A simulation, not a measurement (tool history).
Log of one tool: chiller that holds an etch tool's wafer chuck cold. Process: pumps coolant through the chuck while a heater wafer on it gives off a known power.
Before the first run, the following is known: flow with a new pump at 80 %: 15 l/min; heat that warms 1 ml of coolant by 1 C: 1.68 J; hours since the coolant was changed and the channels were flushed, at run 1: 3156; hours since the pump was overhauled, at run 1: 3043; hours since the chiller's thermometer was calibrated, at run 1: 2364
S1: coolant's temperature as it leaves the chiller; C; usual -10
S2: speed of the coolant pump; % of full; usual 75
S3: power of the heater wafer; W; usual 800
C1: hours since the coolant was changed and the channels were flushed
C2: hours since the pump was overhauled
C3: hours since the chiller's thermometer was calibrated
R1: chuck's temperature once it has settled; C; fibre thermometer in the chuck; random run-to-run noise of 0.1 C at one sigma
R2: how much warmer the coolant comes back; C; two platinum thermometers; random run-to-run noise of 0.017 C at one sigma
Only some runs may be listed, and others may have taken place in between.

Run 1, hour 0.0: usual settings; C1 3156; C2 3043; C3 2364. Result: R1 -2.7 C, R2 2.09 C.
Run 2, hour 31.4: usual settings; C1 3188; C2 3074; C3 2396. Result: R1 -2.4 C, R2 2.09 C.
Run 3, hour 100.0: usual settings; C1 3256; C2 3143; C3 2464. Result: R1 -2.6 C, R2 2.08 C.
Run 4, hour 146.0: usual settings but S3 717 W; C1 3302; C2 3189; C3 2510. Result: R1 -3.5 C, R2 1.87 C.
Run 5, hour 207.9: usual settings but S2 64 % of full, S3 717 W; C1 3364; C2 3251; C3 2572. Result: R1 -2.5 C, R2 2.19 C.
Run 6, hour 246.9: usual settings; C1 3403; C2 3290; C3 2611. Result: R1 -2.8 C, R2 2.10 C.
Run 7, hour 301.8: usual settings; C1 3458; C2 3345; C3 2666. Result: R1 -2.6 C, R2 2.10 C.
Run 8, hour 333.0: usual settings; C1 3489; C2 3376; C3 2697. Result: R1 -2.5 C, R2 2.09 C.
Run 9, hour 402.9: usual settings but S1 -9 C, S2 92 % of full, S3 510 W; C1 3559; C2 3446; C3 2767. Result: R1 -4.9 C, R2 1.10 C.
Run 10, hour 441.2: usual settings but S1 -5 C, S2 97 % of full, S3 542 W; C1 3598; C2 3484; C3 2806. Result: R1 -0.8 C, R2 1.11 C.
Run 11, hour 489.4: usual settings but S1 -1 C, S2 84 % of full, S3 582 W; C1 3646; C2 3532; C3 2854. Result: R1 4.1 C, R2 1.38 C.
Run 12, hour 560.0: usual settings but S1 -5 C, S2 84 % of full, S3 1150 W; C1 3716; C2 3603; C3 2924. Result: R1 5.3 C, R2 2.66 C.
Run 13, hour 606.8: usual settings but S1 -18 C, S2 61 % of full, S3 591 W; C1 3763; C2 3650; C3 2971. Result: R1 -11.7 C, R2 1.91 C.
Run 14, hour 679.6: usual settings but S1 -13 C, S2 63 % of full, S3 509 W; C1 3836; C2 3722; C3 3044. Result: R1 -7.8 C, R2 1.61 C.
Run 15, hour 731.2: usual settings but S1 -1 C, S2 68 % of full, S3 427 W; C1 3888; C2 3774; C3 3096. Result: R1 2.9 C, R2 1.23 C.

Subtracting, for every run, the result it would have given without the tool's unlogged condition from the measured result gives the following. The same run-to-run variation enters both numbers; the gauge's scatter may not:
The tool's hidden condition here consists of: heat passed by the chuck's channels, % of clean ones'; flow at a given pump speed, % of a new pump's; coolant's true temperature over the reading, C; drift of the gauge itself on chuck_c, C; drift of the gauge itself on warmer_back_c, C.
run    R1     R2
  1  +0.6  +0.05
  2  +0.7  +0.05
  3  +0.6  +0.05
  4  +0.6  +0.06
  5  +0.6  +0.07
  6  +0.7  +0.06
  7  +0.6  +0.06
  8  +0.7  +0.06
  9  +0.2  +0.03
 10  +0.3  +0.03
 11  +0.4  +0.04
 12  +1.1  +0.08
 13  +0.5  +0.06
 14  +0.4  +0.05
 15  +0.2  +0.04

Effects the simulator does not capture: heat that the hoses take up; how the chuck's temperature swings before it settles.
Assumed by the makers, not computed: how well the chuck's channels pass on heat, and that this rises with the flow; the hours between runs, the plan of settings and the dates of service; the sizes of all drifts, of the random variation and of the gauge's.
